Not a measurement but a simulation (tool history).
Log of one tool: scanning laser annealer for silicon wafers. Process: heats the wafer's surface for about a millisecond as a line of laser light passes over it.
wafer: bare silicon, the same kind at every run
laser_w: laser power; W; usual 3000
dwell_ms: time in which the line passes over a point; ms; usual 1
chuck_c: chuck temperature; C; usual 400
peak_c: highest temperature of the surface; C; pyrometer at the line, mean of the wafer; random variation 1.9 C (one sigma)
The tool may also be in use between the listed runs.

{"run": 1, "hour": 0.0, "laser_w": 3000, "dwell_ms": 1, "chuck_c": 400, "peak_c": 1135}
{"run": 2, "hour": 10.8, "laser_w": 3000, "dwell_ms": 1, "chuck_c": 400, "peak_c": 1137}
{"run": 3, "hour": 35.1, "laser_w": 3000, "dwell_ms": 1, "chuck_c": 400, "peak_c": 1137}
{"run": 4, "hour": 58.4, "laser_w": 3000, "dwell_ms": 1, "chuck_c": 407, "peak_c": 1145}
{"run": 5, "hour": 79.5, "laser_w": 3000, "dwell_ms": 1, "chuck_c": 402, "peak_c": 1132}
{"run": 6, "hour": 97.1, "laser_w": 3000, "dwell_ms": 1, "chuck_c": 417, "peak_c": 1155}
{"run": 7, "hour": 113.1, "laser_w": 3000, "dwell_ms": 1, "chuck_c": 417, "peak_c": 1154}
{"run": 8, "hour": 134.7, "laser_w": 3206, "dwell_ms": 1, "chuck_c": 400, "peak_c": 1188}
{"hour": 138.0, "done": "window over the wafer cleaned"}
{"run": 9, "hour": 150.8, "laser_w": 3206, "dwell_ms": 1, "chuck_c": 400, "peak_c": 1203}
{"run": 10, "hour": 167.5, "laser_w": 3000, "dwell_ms": 1, "chuck_c": 400, "peak_c": 1147}
{"run": 11, "hour": 191.6, "laser_w": 3000, "dwell_ms": 1, "chuck_c": 400, "peak_c": 1147}
{"run": 12, "hour": 217.2, "laser_w": 3000, "dwell_ms": 1, "chuck_c": 400, "peak_c": 1148}
{"run": 13, "hour": 235.7, "laser_w": 3000, "dwell_ms": 1, "chuck_c": 400, "peak_c": 1144}
{"run": 14, "hour": 253.3, "laser_w": 3000, "dwell_ms": 1, "chuck_c": 400, "peak_c": 1145}
{"run": 15, "hour": 270.0, "laser_w": 3154, "dwell_ms": 0.7, "chuck_c": 365, "peak_c": 1021}
{"run": 16, "hour": 296.5, "laser_w": 2655, "dwell_ms": 1.05, "chuck_c": 396, "peak_c": 1061}
{"run": 17, "hour": 308.0, "laser_w": 2655, "dwell_ms": 1.05, "chuck_c": 396, "peak_c": 1059}
{"run": 18, "hour": 333.8, "laser_w": 2885, "dwell_ms": 0.71, "chuck_c": 396, "peak_c": 995}
{"run": 19, "hour": 348.3, "laser_w": 2591, "dwell_ms": 1.08, "chuck_c": 410, "peak_c": 1065}
{"run": 20, "hour": 368.8, "laser_w": 2591, "dwell_ms": 1.02, "chuck_c": 381, "peak_c": 1018}
{"run": 21, "hour": 380.7, "laser_w": 2743, "dwell_ms": 1.24, "chuck_c": 398, "peak_c": 1145}
{"run": 22, "hour": 393.5, "laser_w": 2743, "dwell_ms": 1.24, "chuck_c": 413, "peak_c": 1159}
{"run": 23, "hour": 415.5, "laser_w": 2743, "dwell_ms": 1.24, "chuck_c": 413, "peak_c": 1163}
{"run": 24, "hour": 439.8, "laser_w": 3020, "dwell_ms": 1.24, "chuck_c": 369, "peak_c": 1195}
{"run": 25, "hour": 452.2, "laser_w": 3066, "dwell_ms": 1.07, "chuck_c": 402, "peak_c": 1185}
{"run": 26, "hour": 476.0, "laser_w": 3045, "dwell_ms": 0.83, "chuck_c": 374, "peak_c": 1060}

Run 27 comes next. What will it give?
{"run": 27, "hour": 490.6, "laser_w": 3045, "dwell_ms": 0.83, "chuck_c": 374, "peak_c": "?"}

{"run 27": {"peak_c": 1057}}
Without the tool's hidden state the same run would have given peak_c 1081 C.
